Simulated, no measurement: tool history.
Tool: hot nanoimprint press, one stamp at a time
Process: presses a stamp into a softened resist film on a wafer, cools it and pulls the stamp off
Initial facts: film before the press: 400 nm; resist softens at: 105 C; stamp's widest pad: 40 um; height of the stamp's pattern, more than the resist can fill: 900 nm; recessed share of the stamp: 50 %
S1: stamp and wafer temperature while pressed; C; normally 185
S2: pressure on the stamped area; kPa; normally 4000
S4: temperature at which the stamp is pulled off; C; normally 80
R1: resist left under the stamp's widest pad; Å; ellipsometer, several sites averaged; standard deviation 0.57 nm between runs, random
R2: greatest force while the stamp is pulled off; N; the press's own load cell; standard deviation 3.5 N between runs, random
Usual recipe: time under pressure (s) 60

Run 1, hour 0: usual settings. Result: R1 1696 Å, R2 337 N.
At hour 7.9: stamp cleaned and given a new release coat.
Run 2, hour 18.3: usual settings. Result: R1 1695 Å, R2 165 N.
Run 3, hour 35.3: usual settings. Result: R1 1693 Å, R2 165 N.
Run 4, hour 50.8: usual settings. Result: R1 1687 Å, R2 173 N.
Run 5, hour 62.6: usual settings. Result: R1 1693 Å, R2 177 N.
Run 6, hour 79.3: usual settings but S2 3690 kPa. Result: R1 1749 Å, R2 183 N.
Run 7, hour 91.3: usual settings. Result: R1 1684 Å, R2 185 N.
Run 8, hour 107.1: usual settings but S2 4010 kPa. Result: R1 1694 Å, R2 190 N.
At hour 113: plate thermocouple calibrated.
Run 9, hour 119.8: usual settings. Result: R1 1691 Å, R2 187 N.
Run 10, hour 139.4: usual settings. Result: R1 1678 Å, R2 193 N.
Run 11, hour 156.3: usual settings. Result: R1 1679 Å, R2 198 N.
Run 12, hour 171.7: usual settings. Result: R1 1668 Å, R2 207 N.
Run 13, hour 180.6: usual settings. Result: R1 1679 Å, R2 205 N.
Run 14, hour 200.4: usual settings. Result: R1 1676 Å, R2 208 N.
Run 15, hour 218.6: usual settings but S2 5820 kPa. Result: R1 1394 Å, R2 214 N.
At hour 228.2: plate thermocouple calibrated, once more.
Run 16, hour 236.2: usual settings but S1 180 C, S2 5370 kPa. Result: R1 1709 Å, R2 227 N.
Run 17, hour 245: usual settings but S1 180 C, S2 5370 kPa. Result: R1 1705 Å, R2 227 N.
Run 18, hour 255.2: usual settings but S1 180 C, S2 5270 kPa, S4 65 C. Result: R1 1726 Å, R2 304 N.
Run 19, hour 269.2: usual settings but S1 180 C, S2 5270 kPa, S4 65 C. Result: R1 1723 Å, R2 312 N.
Run 20, hour 282.7: usual settings but S1 180 C, S2 5270 kPa, S4 65 C. Result: R1 1723 Å, R2 310 N.
Run 21, hour 297.2: usual settings but S1 180 C, S2 3850 kPa, S4 65 C. Result: R1 1993 Å, R2 328 N.
Run 22, hour 314.7: usual settings but S2 3220 kPa. Result: R1 1919 Å, R2 252 N.
Run 23, hour 324.2: usual settings but S1 191 C, S2 3220 kPa, S4 72 C. Result: R1 1674 Å, R2 294 N.
Run 24, hour 337.1: usual settings but S1 191 C, S2 3220 kPa, S4 72 C. Result: R1 1678 Å, R2 306 N.
Run 25, hour 351.5: usual settings but S2 2430 kPa. Result: R1 2166 Å, R2 259 N.
Run 26, hour 371.4: usual settings but S2 5970 kPa, time under pressure (s) 45. Result: R1 1582 Å, R2 268 N.
Run 27, hour 382.9: usual settings but S2 5970 kPa, time under pressure (s) 45. Result: R1 1584 Å, R2 260 N.
Run 28, hour 395.2: usual settings but S1 191 C, S2 3960 kPa, time under pressure (s) 80, S4 77 C. Result: R1 1349 Å, R2 284 N.
Run 29, hour 412.2: usual settings but S1 193 C, S2 5650 kPa, time under pressure (s) 81, S4 72 C. Result: R1 1061 Å, R2 323 N.

Consider 3 possible next runs. They are alternatives, not a sequence: every one starts from the tool as it was left by run 29. What does each give?
Run A, hour 429.6: usual settings but S4 74 C. Result: R1 ?, R2 ?.
Run B, hour 429.6: usual settings but S1 178 C, time under pressure (s) 118, S4 79 C. Result: R1 ?, R2 ?.
Run C, hour 429.6: usual settings but S2 3590 kPa, S4 85 C. Result: R1 ?, R2 ?.

run    R1   R2
  A  1723  320
  B  1592  290
  C  1816  249
Stripped of hidden state, with their random variation kept, the same runs would have yielded:
run    R1   R2
  A  1736  190
  B  1607  172
  C  1829  148
